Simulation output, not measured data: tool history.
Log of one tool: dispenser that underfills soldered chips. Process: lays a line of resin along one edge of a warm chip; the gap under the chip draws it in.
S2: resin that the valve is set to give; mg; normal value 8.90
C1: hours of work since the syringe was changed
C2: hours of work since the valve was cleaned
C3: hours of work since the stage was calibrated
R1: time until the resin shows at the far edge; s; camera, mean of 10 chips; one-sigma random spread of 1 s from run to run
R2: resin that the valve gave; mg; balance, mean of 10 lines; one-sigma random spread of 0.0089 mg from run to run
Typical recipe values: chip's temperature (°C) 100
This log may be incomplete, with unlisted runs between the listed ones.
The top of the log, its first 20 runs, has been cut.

{"hour": 235.7, "done": "new syringe of resin"}
{"run": 21, "hour": 242.8, "chip's temperature (°C)": 100, "S2": 7.84, "C1": 5, "C2": 16, "C3": 635, "R1": 160.9, "R2": 7.785}
{"hour": 244.3, "done": "new syringe of resin"}
{"hour": 252.5, "done": "new syringe of resin"}
{"run": 22, "hour": 254.8, "chip's temperature (°C)": 94, "S2": 10.54, "C1": 2, "C2": 25, "C3": 644, "R1": 151.6, "R2": 10.428}
{"hour": 260.8, "done": "new syringe of resin"}
{"run": 23, "hour": 264.4, "chip's temperature (°C)": 94, "S2": 10.54, "C1": 3, "C2": 32, "C3": 651, "R1": 169.5, "R2": 10.405}
{"hour": 269.4, "done": "new syringe of resin"}
{"hour": 277.8, "done": "new syringe of resin"}
{"hour": 281.6, "done": "dispensing valve cleaned and set on the balance"}
{"run": 24, "hour": 281.6, "chip's temperature (°C)": 108, "S2": 7.97, "C1": 2, "C2": 0, "C3": 662, "R1": 88.1, "R2": 7.972}
{"hour": 287.3, "done": "new syringe of resin"}
{"hour": 295.3, "done": "new syringe of resin"}
{"run": 25, "hour": 297.1, "chip's temperature (°C)": 108, "S2": 9.44, "C1": 1, "C2": 11, "C3": 673, "R1": 80.7, "R2": 9.399}
{"hour": 304.0, "done": "new syringe of resin"}
{"run": 26, "hour": 306.4, "chip's temperature (°C)": 111, "S2": 9.75, "C1": 2, "C2": 18, "C3": 680, "R1": 73.4, "R2": 9.695}
{"hour": 312.1, "done": "new syringe of resin"}
{"run": 27, "hour": 313.7, "chip's temperature (°C)": 111, "S2": 9.75, "C1": 1, "C2": 23, "C3": 685, "R1": 70.2, "R2": 9.647}
{"hour": 320.5, "done": "new syringe of resin"}
{"run": 28, "hour": 324.7, "chip's temperature (°C)": 111, "S2": 9.75, "C1": 3, "C2": 31, "C3": 693, "R1": 84.8, "R2": 9.618}
{"hour": 328.9, "done": "new syringe of resin"}
{"run": 29, "hour": 334.6, "chip's temperature (°C)": 111, "S2": 9.75, "C1": 4, "C2": 38, "C3": 700, "R1": 92.2, "R2": 9.591}
{"hour": 337.4, "done": "new syringe of resin"}
{"hour": 343.1, "done": "dispensing valve cleaned and set on the balance"}
{"run": 30, "hour": 343.6, "chip's temperature (°C)": 111, "S2": 9.75, "C1": 4, "C2": 0, "C3": 706, "R1": 88.5, "R2": 9.751}
{"hour": 346.4, "done": "new syringe of resin"}
{"hour": 354.5, "done": "new syringe of resin"}
{"run": 31, "hour": 360.2, "chip's temperature (°C)": 108, "S2": 7.88, "C1": 4, "C2": 12, "C3": 718, "R1": 108.7, "R2": 7.844}
{"hour": 362.8, "done": "new syringe of resin"}
{"hour": 370.8, "done": "new syringe of resin"}
{"run": 32, "hour": 370.8, "chip's temperature (°C)": 99, "S2": 9.76, "C1": 0, "C2": 20, "C3": 725, "R1": 108.8, "R2": 9.677}

Branching from run 32: 4 alternative next runs. What would each branch give?
{"hour": 379.4, "done": "new syringe of resin"}
{"run": "A", "hour": 380.0, "chip's temperature (°C)": 93, "S2": 8.19, "C1": 0, "C2": 26, "C3": 732, "R1": "?", "R2": "?"}
{"hour": 379.4, "done": "new syringe of resin"}
{"run": "B", "hour": 380.0, "chip's temperature (°C)": 110, "S2": 9.76, "C1": 0, "C2": 26, "C3": 732, "R1": "?", "R2": "?"}
{"hour": 379.4, "done": "new syringe of resin"}
{"run": "C", "hour": 380.0, "chip's temperature (°C)": 100, "S2": 10.29, "C1": 0, "C2": 26, "C3": 732, "R1": "?", "R2": "?"}
{"hour": 379.4, "done": "new syringe of resin"}
{"run": "D", "hour": 380.0, "chip's temperature (°C)": 104, "S2": 11.3, "C1": 0, "C2": 26, "C3": 732, "R1": "?", "R2": "?"}

run=A R1=149.7 R2=8.095
run=B R1=69.8 R2=9.637
run=C R1=107.7 R2=10.161
run=D R1=87.3 R2=11.176
Without the tool's unlogged condition, the same runs would have read:
run=A R1=132.5 R2=8.198
run=B R1=62.3 R2=9.760
run=C R1=95.8 R2=10.290
run=D R1=77.8 R2=11.319
